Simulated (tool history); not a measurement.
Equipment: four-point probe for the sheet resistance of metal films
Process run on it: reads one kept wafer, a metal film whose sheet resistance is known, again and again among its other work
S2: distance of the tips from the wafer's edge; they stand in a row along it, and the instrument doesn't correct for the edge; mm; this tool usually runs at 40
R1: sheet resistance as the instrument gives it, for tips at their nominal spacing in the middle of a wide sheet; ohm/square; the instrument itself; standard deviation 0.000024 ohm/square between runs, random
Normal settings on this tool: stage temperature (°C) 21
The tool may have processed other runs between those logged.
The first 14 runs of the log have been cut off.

Run 15, hour 214.8: usual settings but S2 45 mm. Result: R1 0.121862 ohm/square.
Run 16, hour 228.9: usual settings but S2 45 mm. Result: R1 0.121920 ohm/square.
Run 17, hour 248.5: usual settings but S2 45 mm. Result: R1 0.121869 ohm/square.
Run 18, hour 258.9: usual settings but S2 3 mm. Result: R1 0.124728 ohm/square.
Run 19, hour 274.1: usual settings but stage temperature (°C) 19, S2 3 mm. Result: R1 0.124764 ohm/square.
Run 20, hour 285.8: usual settings but stage temperature (°C) 20. Result: R1 0.121907 ohm/square.
Run 21, hour 295.1: usual settings but stage temperature (°C) 20. Result: R1 0.121895 ohm/square.
Run 22, hour 312.2: usual settings but S2 7 mm. Result: R1 0.122397 ohm/square.
Run 23, hour 320.5: usual settings but stage temperature (°C) 31, S2 4 mm. Result: R1 0.123190 ohm/square.
Run 24, hour 333.5: usual settings but stage temperature (°C) 29, S2 49 mm. Result: R1 0.121689 ohm/square.
Run 25, hour 350.5: usual settings but stage temperature (°C) 29, S2 49 mm. Result: R1 0.121600 ohm/square.
Run 26, hour 368.9: usual settings but stage temperature (°C) 30, S2 4 mm. Result: R1 0.123232 ohm/square.
Run 27, hour 382.3: usual settings but stage temperature (°C) 30, S2 4 mm. Result: R1 0.123219 ohm/square.
Run 28, hour 397.3: usual settings but stage temperature (°C) 28, S2 3 mm. Result: R1 0.124494 ohm/square.
Run 29, hour 407.3: usual settings but stage temperature (°C) 28, S2 3 mm. Result: R1 0.124525 ohm/square.

Run 30 has not been measured yet. What should we expect?
Run 30, hour 422.0: usual settings but stage temperature (°C) 22, S2 26 mm. Result: R1 ?.

For run 30 the tool returned R1 0.121840 ohm/square.
Were there no unlogged condition in the tool, this run, its random variation unchanged, would have produced R1 0.121846 ohm/square.

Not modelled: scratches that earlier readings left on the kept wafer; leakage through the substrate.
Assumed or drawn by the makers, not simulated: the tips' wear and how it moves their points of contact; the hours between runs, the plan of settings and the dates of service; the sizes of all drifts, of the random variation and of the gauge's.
